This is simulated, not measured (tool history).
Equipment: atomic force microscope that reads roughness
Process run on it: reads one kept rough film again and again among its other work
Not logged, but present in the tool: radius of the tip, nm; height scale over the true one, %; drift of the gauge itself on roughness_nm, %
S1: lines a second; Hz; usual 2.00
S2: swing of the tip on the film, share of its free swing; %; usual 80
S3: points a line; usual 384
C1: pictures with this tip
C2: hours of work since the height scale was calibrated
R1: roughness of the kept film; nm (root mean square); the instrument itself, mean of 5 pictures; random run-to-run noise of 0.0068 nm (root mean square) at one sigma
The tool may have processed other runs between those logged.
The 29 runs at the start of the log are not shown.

Run 30, hour 203.2: usual settings but S1 1.08 Hz, S2 59 %, S3 819; C1 217; C2 387. Result: R1 1.516 nm (root mean square).
Run 31, hour 212.3: usual settings but S1 3.32 Hz, S2 87 %, S3 719; C1 237; C2 393. Result: R1 1.220 nm (root mean square).
Run 32, hour 222.0: usual settings but S1 3.32 Hz, S2 87 %, S3 719; C1 258; C2 400. Result: R1 1.228 nm (root mean square).
Run 33, hour 231.5: usual settings but S1 3.32 Hz, S2 87 %, S3 719; C1 279; C2 406. Result: R1 1.237 nm (root mean square).
Run 34, hour 237.8: usual settings but S1 0.61 Hz, S2 58 %, S3 354; C1 292; C2 410. Result: R1 1.524 nm (root mean square).
Run 35, hour 245.2: usual settings but S1 2.38 Hz; C1 309; C2 415. Result: R1 1.351 nm (root mean square).
Run 36, hour 252.7: usual settings but S1 1.49 Hz, S2 70 %, S3 747; C1 325; C2 420. Result: R1 1.478 nm (root mean square).
Run 37, hour 257.5: usual settings but S1 1.49 Hz, S2 70 %, S3 747; C1 335; C2 423. Result: R1 1.481 nm (root mean square).
Run 38, hour 261.6: usual settings but S1 1.29 Hz, S2 68 %, S3 518; C1 344; C2 426. Result: R1 1.480 nm (root mean square).
Run 39, hour 265.7: usual settings but S1 2.03 Hz, S2 86 %, S3 936; C1 353; C2 429. Result: R1 1.352 nm (root mean square).
Run 40, hour 270.8: usual settings but S1 0.85 Hz, S3 340; C1 365; C2 432. Result: R1 1.457 nm (root mean square).
Run 41, hour 278.3: usual settings but S3 394; C1 381; C2 437. Result: R1 1.370 nm (root mean square).
At hour 281.4: new tip fitted.
Run 42, hour 284.0: usual settings but S1 1.14 Hz; C1 5; C2 441. Result: R1 1.434 nm (root mean square).
Run 43, hour 293.0: usual settings but S1 3.21 Hz, S3 527; C1 25; C2 447. Result: R1 1.319 nm (root mean square).
Run 44, hour 297.0: usual settings but S1 2.61 Hz, S3 738; C1 34; C2 449. Result: R1 1.349 nm (root mean square).
Run 45, hour 303.4: usual settings but S1 2.61 Hz, S3 738; C1 48; C2 454. Result: R1 1.353 nm (root mean square).
Run 46, hour 309.0: usual settings but S1 0.83 Hz, S2 66 %, S3 862; C1 60; C2 457. Result: R1 1.507 nm (root mean square).
Run 47, hour 316.5: usual settings but S1 2.08 Hz, S3 515; C1 76; C2 462. Result: R1 1.379 nm (root mean square).
Run 48, hour 324.4: usual settings but S1 0.96 Hz; C1 94; C2 468. Result: R1 1.450 nm (root mean square).
Run 49, hour 331.5: usual settings but S1 2.96 Hz, S2 64 %, S3 703; C1 109; C2 472. Result: R1 1.443 nm (root mean square).
Run 50, hour 340.3: usual settings but S1 2.96 Hz, S2 64 %, S3 703; C1 128; C2 478. Result: R1 1.445 nm (root mean square).
Run 51, hour 346.9: usual settings but S1 2.73 Hz; C1 143; C2 483. Result: R1 1.333 nm (root mean square).
Run 52, hour 352.9: usual settings but S1 0.58 Hz, S3 727; C1 156; C2 487. Result: R1 1.490 nm (root mean square).

5 ways to go on from here, each from the tool as it stands after run 52. What would each give?
Run A, hour 358.1: usual settings but S3 884; C1 167; C2 490. Result: R1 ?.
Run B, hour 358.1: usual settings but S1 1.92 Hz, S2 60 %, S3 727; C1 167; C2 490. Result: R1 ?.
Run C, hour 358.1: usual settings but S1 3.39 Hz, S2 75 %, S3 298; C1 167; C2 490. Result: R1 ?.
Run D, hour 358.1: usual settings but S1 2.64 Hz, S2 58 %, S3 370; C1 167; C2 490. Result: R1 ?.
Run E, hour 358.1: usual settings but S2 59 %; C1 167; C2 490. Result: R1 ?.

run     R1
  A  1.404
  B  1.499
  C  1.305
  D  1.458
  E  1.484
With the hidden condition removed and each run's random variation left untouched, the same runs would have given:
run     R1
  A  1.406
  B  1.501
  C  1.307
  D  1.460
  E  1.486
